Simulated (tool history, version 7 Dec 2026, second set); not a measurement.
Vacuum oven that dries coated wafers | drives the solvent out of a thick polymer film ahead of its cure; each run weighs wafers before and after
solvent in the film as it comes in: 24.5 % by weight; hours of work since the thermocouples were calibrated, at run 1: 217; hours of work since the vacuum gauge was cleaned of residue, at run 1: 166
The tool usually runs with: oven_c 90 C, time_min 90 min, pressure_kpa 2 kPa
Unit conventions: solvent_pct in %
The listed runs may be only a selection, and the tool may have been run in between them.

| run | hour | oven_c | time_min | pressure_kpa | hours of work since the thermocouples were calibrated | hours of work since the vacuum gauge was cleaned of residue | solvent_pct |
|---|---|---|---|---|---|---|---|
| 1 | 0.0 | 90 | 90 | 2 | 217 | 166 | 4.37 |
| 2 | 56.4 | 93 | 90 | 2 | 248 | 197 | 3.61 |
| 3 | 103.1 | 94 | 90 | 2 | 273 | 222 | 3.48 |
| 4 | 164.8 | 90 | 90 | 2 | 307 | 256 | 4.54 |
| 5 | 214.6 | 90 | 90 | 2 | 334 | 283 | 4.51 |
| 6 | 257.8 | 90 | 90 | 2 | 358 | 307 | 4.54 |
| 7 | 323.0 | 90 | 90 | 2 | 394 | 343 | 4.52 |
| 8 | 364.2 | 82 | 90 | 2 | 416 | 365 | 7.87 |
| 9 | 428.6 | 82 | 90 | 2 | 451 | 401 | 7.95 |
| 10 | 486.0 | 82 | 103 | 2 | 483 | 432 | 7.20 |
| 11 | 517.7 | 82 | 103 | 2 | 500 | 449 | 7.27 |
| 12 | 572.8 | 82 | 103 | 2 | 530 | 480 | 7.37 |

What does the tool deliver on the next run?
| 13 | 633.2 | 82 | 103 | 2 | 564 | 513 | ? |

solvent_pct: 7.31 %
Take away the tool's hidden state, keep the run-to-run variation as it was, and the same run would have given solvent_pct 6.54 %.
